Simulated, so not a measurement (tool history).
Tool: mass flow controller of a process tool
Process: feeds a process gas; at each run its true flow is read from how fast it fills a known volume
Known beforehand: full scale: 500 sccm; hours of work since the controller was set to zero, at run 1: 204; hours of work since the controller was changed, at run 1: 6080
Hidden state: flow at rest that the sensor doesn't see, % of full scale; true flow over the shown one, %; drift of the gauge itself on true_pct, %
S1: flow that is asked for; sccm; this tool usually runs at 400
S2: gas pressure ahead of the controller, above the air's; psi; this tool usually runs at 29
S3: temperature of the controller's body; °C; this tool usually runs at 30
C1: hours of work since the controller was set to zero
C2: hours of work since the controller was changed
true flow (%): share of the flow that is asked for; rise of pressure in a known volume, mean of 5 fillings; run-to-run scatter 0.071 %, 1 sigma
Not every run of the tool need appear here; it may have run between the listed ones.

run 1 hour=0 | S1=400 S2=29 S3=30 | C1=204 C2=6080 | true_flow_(%)=100.34
run 2 hour=217.6 | S1=400 S2=29 S3=30 | C1=314 C2=6189 | true_flow_(%)=100.43
run 3 hour=496.9 | S1=400 S2=29 S3=30 | C1=454 C2=6330 | true_flow_(%)=100.65
run 4 hour=765.5 | S1=400 S2=32.9 S3=30 | C1=589 C2=6465 | true_flow_(%)=100.62
run 5 hour=1017.6 | S1=400 S2=32.9 S3=30 | C1=716 C2=6591 | true_flow_(%)=100.51
run 6 hour=1271 | S1=400 S2=32.9 S3=30 | C1=843 C2=6719 | true_flow_(%)=100.54
run 7 hour=1431.5 | S1=65 S2=29 S3=30 | C1=924 C2=6800 | true_flow_(%)=100.84
run 8 hour=1599.1 | S1=65 S2=29 S3=30 | C1=1008 C2=6884 | true_flow_(%)=100.96
run 9 hour=1861.8 | S1=65 S2=27.6 S3=30 | C1=1140 C2=7016 | true_flow_(%)=101.17
run 10 hour=2151.5 | S1=65 S2=27.6 S3=30 | C1=1286 C2=7162 | true_flow_(%)=101.31
run 11 hour=2380.9 | S1=400 S2=29 S3=30 | C1=1401 C2=7277 | true_flow_(%)=100.67
run 12 hour=2641.3 | S1=400 S2=29 S3=30 | C1=1532 C2=7408 | true_flow_(%)=100.72
run 13 hour=2774.8 | S1=154 S2=29 S3=30 | C1=1599 C2=7475 | true_flow_(%)=100.82
run 14 hour=2910.5 | S1=400 S2=29 S3=30 | C1=1667 C2=7543 | true_flow_(%)=100.73
run 15 hour=3068 | S1=400 S2=29 S3=26 | C1=1747 C2=7622 | true_flow_(%)=100.95
run 16 hour=3294.1 | S1=400 S2=29 S3=26 | C1=1860 C2=7736 | true_flow_(%)=100.93
run 17 hour=3565.5 | S1=400 S2=29 S3=26 | C1=1997 C2=7872 | true_flow_(%)=101.14
run 18 hour=3800 | S1=400 S2=29 S3=26 | C1=2115 C2=7990 | true_flow_(%)=101.03
run 19 hour=4041.7 | S1=400 S2=29 S3=26 | C1=2236 C2=8112 | true_flow_(%)=101.08
run 20 hour=4284.9 | S1=400 S2=29 S3=26 | C1=2358 C2=8234 | true_flow_(%)=101.12
run 21 hour=4541.3 | S1=400 S2=29 S3=26 | C1=2487 C2=8363 | true_flow_(%)=101.13
run 22 hour=4711.1 | S1=400 S2=28.1 S3=30 | C1=2573 C2=8448 | true_flow_(%)=101.12
run 23 hour=4981 | S1=400 S2=28.1 S3=30 | C1=2708 C2=8584 | true_flow_(%)=101.24
run 24 hour=5220.3 | S1=400 S2=29 S3=30 | C1=2829 C2=8704 | true_flow_(%)=101.08
run 25 hour=5421.9 | S1=400 S2=29 S3=30 | C1=2930 C2=8806 | true_flow_(%)=101.16
run 26 hour=5658.3 | S1=280 S2=31.6 S3=39 | C1=3049 C2=8925 | true_flow_(%)=100.9
run 27 hour=5793.7 | S1=358 S2=31.6 S3=38 | C1=3117 C2=8993 | true_flow_(%)=101.02
run 28 hour=6080.7 | S1=400 S2=29 S3=23 | C1=3261 C2=9137 | true_flow_(%)=101.58
run 29 hour=6386.1 | S1=61 S2=29 S3=23 | C1=3415 C2=9290 | true_flow_(%)=103.71
run 30 hour=6536.7 | S1=61 S2=34.7 S3=29 | C1=3490 C2=9366 | true_flow_(%)=103.55
run 31 hour=6749.4 | S1=55 S2=32.5 S3=21 | C1=3597 C2=9473 | true_flow_(%)=104.24
run 32 hour=6970.6 | S1=55 S2=23.1 S3=37 | C1=3709 C2=9584 | true_flow_(%)=104.06
run 33 hour=7160.7 | S1=55 S2=23.1 S3=37 | C1=3804 C2=9680 | true_flow_(%)=104.15
run 34 hour=7418.3 | S1=55 S2=23.1 S3=37 | C1=3934 C2=9809 | true_flow_(%)=104.34
-- hour=7442.7 controller's zero set anew
run 35 hour=7560.3 | S1=61 S2=36.8 S3=30 | C1=59 C2=9880 | true_flow_(%)=105.66
run 36 hour=7702.2 | S1=193 S2=29 S3=21 | C1=130 C2=9952 | true_flow_(%)=102.39
run 37 hour=7948.5 | S1=120 S2=37 S3=24 | C1=254 C2=10076 | true_flow_(%)=103.36
-- hour=8123.6 controller's zero set anew, once more
run 38 hour=8144.5 | S1=359 S2=29 S3=38 | C1=10 C2=10174 | true_flow_(%)=100.73
run 39 hour=8413.1 | S1=192 S2=29 S3=34 | C1=146 C2=10309 | true_flow_(%)=100.55
run 40 hour=8640.9 | S1=192 S2=27.4 S3=34 | C1=260 C2=10424 | true_flow_(%)=100.52
run 41 hour=8855.2 | S1=456 S2=24.9 S3=34 | C1=368 C2=10531 | true_flow_(%)=101.04

Forecast run 42:
run 42 hour=9082.3 | S1=400 S2=33.4 S3=20 | C1=482 C2=10645 | true_flow_(%)=?

true flow (%): 101.24
Minus the tool's unlogged condition, the same run would have read true flow (%) 99.83.
